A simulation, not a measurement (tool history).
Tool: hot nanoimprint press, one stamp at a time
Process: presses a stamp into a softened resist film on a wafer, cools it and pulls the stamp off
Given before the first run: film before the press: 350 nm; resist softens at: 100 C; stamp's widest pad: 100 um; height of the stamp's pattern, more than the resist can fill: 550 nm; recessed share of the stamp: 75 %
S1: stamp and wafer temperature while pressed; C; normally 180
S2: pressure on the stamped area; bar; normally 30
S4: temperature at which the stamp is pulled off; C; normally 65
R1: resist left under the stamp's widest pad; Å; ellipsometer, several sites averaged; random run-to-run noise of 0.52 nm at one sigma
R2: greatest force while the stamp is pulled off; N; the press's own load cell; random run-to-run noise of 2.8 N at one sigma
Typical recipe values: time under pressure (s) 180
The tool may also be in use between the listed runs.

run 1 day=0 | S1=180 S2=30 time_under_pressure_(s)=180 S4=65 | R1=1426 R2=154
run 2 day=0.421 | S1=188 S2=30 time_under_pressure_(s)=180 S4=65 | R1=984 R2=167
run 3 day=0.746 | S1=180 S2=30 time_under_pressure_(s)=107 S4=65 | R1=1758 R2=166
run 4 day=1.012 | S1=180 S2=30 time_under_pressure_(s)=107 S4=65 | R1=1758 R2=163
run 5 day=1.492 | S1=180 S2=30 time_under_pressure_(s)=107 S4=65 | R1=1746 R2=164
run 6 day=1.954 | S1=186 S2=30 time_under_pressure_(s)=180 S4=65 | R1=1085 R2=156
run 7 day=2.425 | S1=186 S2=43.4 time_under_pressure_(s)=180 S4=65 | R1=909 R2=158
run 8 day=2.871 | S1=180 S2=30 time_under_pressure_(s)=180 S4=65 | R1=1419 R2=160
run 9 day=3.262 | S1=180 S2=30 time_under_pressure_(s)=180 S4=65 | R1=1420 R2=164
run 10 day=3.767 | S1=180 S2=30 time_under_pressure_(s)=180 S4=65 | R1=1419 R2=166
run 11 day=4.242 | S1=184 S2=30 time_under_pressure_(s)=180 S4=65 | R1=1182 R2=166
run 12 day=4.462 | S1=184 S2=30 time_under_pressure_(s)=180 S4=67 | R1=1184 R2=160
run 13 day=4.942 | S1=180 S2=34.6 time_under_pressure_(s)=180 S4=65 | R1=1346 R2=170
run 14 day=5.175 | S1=180 S2=34.6 time_under_pressure_(s)=180 S4=65 | R1=1335 R2=168
run 15 day=5.438 | S1=180 S2=21.9 time_under_pressure_(s)=180 S4=65 | R1=1613 R2=165
run 16 day=5.842 | S1=180 S2=21.9 time_under_pressure_(s)=180 S4=65 | R1=1608 R2=164
run 17 day=6.333 | S1=180 S2=21.9 time_under_pressure_(s)=180 S4=65 | R1=1619 R2=175
run 18 day=6.75 | S1=190 S2=20.2 time_under_pressure_(s)=136 S4=55 | R1=1211 R2=183
run 19 day=7.058 | S1=191 S2=20.2 time_under_pressure_(s)=136 S4=70 | R1=1159 R2=158
run 20 day=7.408 | S1=191 S2=20.2 time_under_pressure_(s)=356 S4=60 | R1=749 R2=178
run 21 day=7.721 | S1=187 S2=37.2 time_under_pressure_(s)=112 S4=60 | R1=1152 R2=177
-- day=7.871 plate thermocouple calibrated
run 22 day=8.117 | S1=187 S2=37.2 time_under_pressure_(s)=112 S4=60 | R1=1138 R2=179
run 23 day=8.338 | S1=175 S2=40.8 time_under_pressure_(s)=112 S4=53 | R1=1866 R2=200
run 24 day=8.596 | S1=185 S2=30 time_under_pressure_(s)=154 S4=53 | R1=1183 R2=201
run 25 day=8.979 | S1=180 S2=39.3 time_under_pressure_(s)=180 S4=52 | R1=1241 R2=196
-- day=9.475 plate thermocouple calibrated, once more
run 26 day=9.554 | S1=182 S2=30 time_under_pressure_(s)=101 S4=65 | R1=1696 R2=186
run 27 day=9.962 | S1=175 S2=31.3 time_under_pressure_(s)=101 S4=65 | R1=2192 R2=177
run 28 day=10.367 | S1=172 S2=31.3 time_under_pressure_(s)=123 S4=65 | R1=2328 R2=177
run 29 day=10.667 | S1=172 S2=31.3 time_under_pressure_(s)=123 S4=65 | R1=2325 R2=174

Consider 3 possible next runs. They are alternatives, not a sequence: every one starts from the tool as it was left by run 29. What does each give?
run A day=11.067 | S1=187 S2=42.7 time_under_pressure_(s)=123 S4=65 | R1=? R2=?
run B day=11.067 | S1=172 S2=37.2 time_under_pressure_(s)=131 S4=62 | R1=? R2=?
run C day=11.067 | S1=189 S2=32.5 time_under_pressure_(s)=123 S4=65 | R1=? R2=?

run=A R1=1083 R2=180
run=B R1=2177 R2=181
run=C R1=1116 R2=171
What these runs would have given with no unlogged condition in the tool:
run=A R1=1088 R2=135
run=B R1=2190 R2=136
run=C R1=1123 R2=129
